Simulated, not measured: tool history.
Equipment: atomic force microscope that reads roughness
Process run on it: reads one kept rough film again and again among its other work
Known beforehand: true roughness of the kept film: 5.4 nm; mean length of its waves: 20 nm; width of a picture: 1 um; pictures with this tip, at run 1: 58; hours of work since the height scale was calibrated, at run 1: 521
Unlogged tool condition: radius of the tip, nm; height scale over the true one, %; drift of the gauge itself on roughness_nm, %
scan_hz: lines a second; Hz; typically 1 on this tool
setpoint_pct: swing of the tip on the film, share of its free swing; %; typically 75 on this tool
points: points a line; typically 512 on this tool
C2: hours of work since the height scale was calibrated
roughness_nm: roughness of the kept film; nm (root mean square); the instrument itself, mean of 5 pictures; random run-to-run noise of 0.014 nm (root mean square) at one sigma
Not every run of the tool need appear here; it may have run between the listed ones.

Run 1, day 0: usual settings; pictures with this tip 58; C2 521. Result: roughness_nm 2.591 nm (root mean square).
Run 2, day 0.446: usual settings; pictures with this tip 72; C2 527. Result: roughness_nm 2.432 nm (root mean square).
Run 3, day 1.054: usual settings; pictures with this tip 90; C2 535. Result: roughness_nm 2.274 nm (root mean square).
Run 4, day 2.004: usual settings; pictures with this tip 120; C2 547. Result: roughness_nm 2.033 nm (root mean square).
Run 5, day 2.633: usual settings; pictures with this tip 139; C2 555. Result: roughness_nm 1.925 nm (root mean square).
Run 6, day 3.1: usual settings; pictures with this tip 153; C2 561. Result: roughness_nm 1.834 nm (root mean square).
Run 7, day 4.138: usual settings; pictures with this tip 185; C2 574. Result: roughness_nm 1.684 nm (root mean square).
Run 8, day 5.079: usual settings but setpoint_pct 62 %; pictures with this tip 214; C2 586. Result: roughness_nm 1.624 nm (root mean square).
At day 5.904: new tip fitted.
Run 9, day 5.904: usual settings; pictures with this tip 0; C2 596. Result: roughness_nm 3.216 nm (root mean square).
Run 10, day 6.638: usual settings; pictures with this tip 22; C2 605. Result: roughness_nm 2.919 nm (root mean square).
Run 11, day 7.112: usual settings but scan_hz 0.88 Hz; pictures with this tip 37; C2 611. Result: roughness_nm 2.754 nm (root mean square).
Run 12, day 7.942: usual settings but scan_hz 0.88 Hz; pictures with this tip 62; C2 622. Result: roughness_nm 2.461 nm (root mean square).
Run 13, day 8.733: usual settings but scan_hz 0.88 Hz; pictures with this tip 86; C2 632. Result: roughness_nm 2.299 nm (root mean square).
Run 14, day 9.4: usual settings; pictures with this tip 107; C2 640. Result: roughness_nm 2.123 nm (root mean square).
Run 15, day 9.9: usual settings but scan_hz 2.4 Hz; pictures with this tip 122; C2 647. Result: roughness_nm 1.878 nm (root mean square).
Run 16, day 10.438: usual settings; pictures with this tip 139; C2 653. Result: roughness_nm 1.937 nm (root mean square).
Run 17, day 11.188: usual settings; pictures with this tip 161; C2 663. Result: roughness_nm 1.813 nm (root mean square).
Run 18, day 12.138: usual settings; pictures with this tip 191; C2 675. Result: roughness_nm 1.658 nm (root mean square).
Run 19, day 12.579: usual settings; pictures with this tip 204; C2 680. Result: roughness_nm 1.611 nm (root mean square).
Run 20, day 13.054: usual settings; pictures with this tip 219; C2 686. Result: roughness_nm 1.539 nm (root mean square).
At day 13.712: new tip fitted.
Run 21, day 13.983: usual settings; pictures with this tip 9; C2 698. Result: roughness_nm 3.097 nm (root mean square).
Run 22, day 14.671: usual settings; pictures with this tip 30; C2 707. Result: roughness_nm 2.817 nm (root mean square).
Run 23, day 15.571: usual settings but setpoint_pct 65 %; pictures with this tip 57; C2 718. Result: roughness_nm 2.583 nm (root mean square).
Run 24, day 16.138: usual settings but setpoint_pct 65 %; pictures with this tip 75; C2 725. Result: roughness_nm 2.409 nm (root mean square).
Run 25, day 17.046: usual settings but setpoint_pct 65 %; pictures with this tip 103; C2 737. Result: roughness_nm 2.169 nm (root mean square).
Run 26, day 17.704: usual settings but setpoint_pct 65 %; pictures with this tip 123; C2 745. Result: roughness_nm 2.039 nm (root mean square).
Run 27, day 18.254: usual settings but setpoint_pct 65 %; pictures with this tip 140; C2 752. Result: roughness_nm 1.938 nm (root mean square).
Run 28, day 19.125: usual settings but scan_hz 1.71 Hz, setpoint_pct 77 %, points 706; pictures with this tip 166; C2 763. Result: roughness_nm 1.678 nm (root mean square).
Run 29, day 19.921: usual settings but setpoint_pct 63 %, points 484; pictures with this tip 191; C2 773. Result: roughness_nm 1.694 nm (root mean square).
Run 30, day 20.5: usual settings but scan_hz 1.97 Hz, points 466; pictures with this tip 208; C2 781. Result: roughness_nm 1.49 nm (root mean square).
Run 31, day 21.283: usual settings but scan_hz 1.97 Hz, points 466; pictures with this tip 232; C2 791. Result: roughness_nm 1.417 nm (root mean square).
At day 21.483: new tip fitted.
Run 32, day 22.033: usual settings but scan_hz 0.55 Hz, setpoint_pct 72 %, points 444; pictures with this tip 17; C2 800. Result: roughness_nm 3.085 nm (root mean square).
At day 22.138: height scale calibrated on a step standard.
Run 33, day 22.929: usual settings but scan_hz 0.55 Hz, setpoint_pct 78 %, points 689; pictures with this tip 43; C2 10. Result: roughness_nm 2.758 nm (root mean square).
Run 34, day 23.55: usual settings but scan_hz 3.71 Hz, setpoint_pct 86 %, points 399; pictures with this tip 62; C2 18. Result: roughness_nm 1.904 nm (root mean square).
Run 35, day 23.996: usual settings but scan_hz 1.41 Hz, setpoint_pct 73 %, points 531; pictures with this tip 76; C2 24. Result: roughness_nm 2.319 nm (root mean square).
Run 36, day 25.042: usual settings but scan_hz 1.41 Hz, setpoint_pct 73 %, points 531; pictures with this tip 108; C2 37. Result: roughness_nm 2.086 nm (root mean square).
At day 25.146: height scale calibrated on a step standard, once more.
Run 37, day 25.608: usual settings but scan_hz 1.41 Hz, setpoint_pct 64 %, points 875; pictures with this tip 124; C2 6. Result: roughness_nm 2.029 nm (root mean square).
Run 38, day 26.304: usual settings but scan_hz 3.72 Hz, setpoint_pct 64 %, points 875; pictures with this tip 145; C2 15. Result: roughness_nm 1.776 nm (root mean square).
Run 39, day 26.871: usual settings but scan_hz 2.94 Hz, setpoint_pct 83 %, points 298; pictures with this tip 163; C2 22. Result: roughness_nm 1.453 nm (root mean square).
Run 40, day 27.758: usual settings but scan_hz 0.96 Hz, setpoint_pct 87 %, points 568; pictures with this tip 190; C2 33. Result: roughness_nm 1.569 nm (root mean square).
Run 41, day 28.404: usual settings but scan_hz 1.64 Hz, setpoint_pct 87 %, points 414; pictures with this tip 210; C2 41. Result: roughness_nm 1.406 nm (root mean square).
Run 42, day 29.304: usual settings but scan_hz 1.21 Hz, setpoint_pct 59 %, points 380; pictures with this tip 237; C2 53. Result: roughness_nm 1.492 nm (root mean square).
At day 29.375: new tip fitted.
Run 43, day 30.354: usual settings but setpoint_pct 85 %, points 783; pictures with this tip 30; C2 66. Result: roughness_nm 2.676 nm (root mean square).
Run 44, day 31.129: usual settings but setpoint_pct 85 %, points 783; pictures with this tip 54; C2 76. Result: roughness_nm 2.439 nm (root mean square).
Run 45, day 31.558: usual settings but scan_hz 2.19 Hz, setpoint_pct 82 %, points 790; pictures with this tip 67; C2 81. Result: roughness_nm 2.152 nm (root mean square).
Run 46, day 32.188: usual settings but scan_hz 1.05 Hz, setpoint_pct 63 %, points 371; pictures with this tip 86; C2 89. Result: roughness_nm 2.237 nm (root mean square).
Run 47, day 32.667: usual settings but scan_hz 0.7 Hz, setpoint_pct 62 %, points 613; pictures with this tip 101; C2 95. Result: roughness_nm 2.174 nm (root mean square).
Run 48, day 33.1: usual settings but scan_hz 0.7 Hz, setpoint_pct 62 %, points 613; pictures with this tip 114; C2 101. Result: roughness_nm 2.098 nm (root mean square).
Run 49, day 33.846: usual settings but scan_hz 2.91 Hz, setpoint_pct 69 %, points 328; pictures with this tip 137; C2 110. Result: roughness_nm 1.752 nm (root mean square).
Run 50, day 34.308: usual settings but scan_hz 2.91 Hz, setpoint_pct 58 %, points 328; pictures with this tip 151; C2 116. Result: roughness_nm 1.77 nm (root mean square).
Run 51, day 34.975: usual settings but scan_hz 2.91 Hz, setpoint_pct 58 %, points 328; pictures with this tip 172; C2 124. Result: roughness_nm 1.664 nm (root mean square).
Run 52, day 35.712: usual settings but scan_hz 2.91 Hz, setpoint_pct 55 %, points 328; pictures with this tip 194; C2 134. Result: roughness_nm 1.569 nm (root mean square).
Run 53, day 36.554: usual settings but scan_hz 2.91 Hz, setpoint_pct 55 %, points 328; pictures with this tip 220; C2 144. Result: roughness_nm 1.498 nm (root mean square).

How the hidden state differs across the entries between the runs, from the last listed run before each to the first after it:
In the gap between runs 8 and 9: new tip fitted (day 5.904)
  radius of the tip, nm: 41.9 -> 10.9; height scale over the true one, %: 0.71 -> 0.72
  measured value less the no-hidden-state value, roughness_nm: -1.78 -> -0.074 nm (root mean square)
In the gap between runs 20 and 21: new tip fitted (day 13.712)
  radius of the tip, nm: 42.7 -> 12.1; height scale over the true one, %: 0.81 -> 0.83
  measured value less the no-hidden-state value, roughness_nm: -1.727 -> -0.201 nm (root mean square)
In the gap between runs 31 and 32: new tip fitted (day 21.483)
  radius of the tip, nm: 45.3 -> 13; height scale over the true one, %: 0.93 -> 0.94
  measured value less the no-hidden-state value, roughness_nm: -1.717 -> -0.287 nm (root mean square)
In the gap between runs 32 and 33: height scale calibrated on a step standard (day 22.138)
  radius of the tip, nm: 13 -> 16.9; height scale over the true one, %: 0.94 -> 1.28
  measured value less the no-hidden-state value, roughness_nm: -0.287 -> -0.615 nm (root mean square)
In the gap between runs 36 and 37: height scale calibrated on a step standard, once more (day 25.146)
  radius of the tip, nm: 26.8 -> 29.1; height scale over the true one, %: 1.31 -> 0.05
  measured value less the no-hidden-state value, roughness_nm: -1.179 -> -1.346 nm (root mean square)
In the gap between runs 42 and 43: new tip fitted (day 29.375)
  radius of the tip, nm: 46.1 -> 15.7; height scale over the true one, %: 0.1 -> 0.12
  measured value less the no-hidden-state value, roughness_nm: -1.867 -> -0.529 nm (root mean square)
